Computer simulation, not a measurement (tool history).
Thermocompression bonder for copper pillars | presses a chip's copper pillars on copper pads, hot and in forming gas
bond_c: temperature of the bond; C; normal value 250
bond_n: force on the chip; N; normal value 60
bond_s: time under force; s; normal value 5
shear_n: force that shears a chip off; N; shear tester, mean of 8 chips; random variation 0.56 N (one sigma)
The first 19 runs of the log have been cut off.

run   hour  bond_c  bond_n  bond_s  hours of work since the heater was calibrated  hours of work since the force cell was calibrated  hours of work since the gas filter was changed  shear_n
 20  168.3     267      60       5                                            650                                                317                                             264     58.7
 21  179.5     267      68       5                                            659                                                325                                             272     64.6
 22  189.0     250      37       5                                            666                                                333                                             280     29.1
 23  196.8     250      37       5                                            672                                                339                                             286     27.4
 24  205.9     250      58       9                                            679                                                346                                             292     58.9
 25  216.3     250      58       9                                            687                                                354                                             300     59.6
     219.2  -- heater calibrated with a thermocouple chip
 26  224.1     223      58       9                                              4                                                358                                             305     44.7
 27  229.4     223      58       9                                              8                                                362                                             309     45.3
 28  236.7     274      47       6                                             13                                                368                                             315     53.2
 29  247.9     250      41      14                                             22                                                376                                             323     50.1
 30  253.7     231      74      10                                             26                                                381                                             328     66.3
 31  265.3     259      60      11                                             35                                                390                                             337     70.8
     268.8  -- heater calibrated with a thermocouple chip, once more
 32  273.2     259      60       9                                              3                                                394                                             341     63.0
 33  282.3     254      60      10                                             10                                                401                                             348     62.0
 34  291.4     224      43       5                                             17                                                408                                             355     24.2
 35  301.4     278      43       5                                             25                                                416                                             363     43.8
 36  311.8     278      43       5                                             33                                                424                                             371     43.0
 37  321.3     278      43       5                                             40                                                431                                             378     42.4
 38  332.0     253      48       5                                             48                                                439                                             386     37.2
 39  337.7     272      78       7                                             53                                                444                                             390     80.1

Consider 5 possible next runs. They are alternatives, not a sequence: every one starts from the tool as it was left by run 39. What does each give?
  A  348.8     248      73       5                                             61                                                452                                             399        ?
  B  348.8     265      70       5                                             61                                                452                                             399        ?
  C  348.8     264      78      11                                             61                                                452                                             399        ?
  D  348.8     253      38       7                                             61                                                452                                             399        ?
  E  348.8     272      68       3                                             61                                                452                                             399        ?

run  shear_n
  A     55.1
  B     63.3
  C     85.9
  D     32.9
  E     53.3
Without the tool's unlogged condition, the same runs would have read:
run  shear_n
  A     58.1
  B     66.9
  C     91.5
  D     34.5
  E     56.1
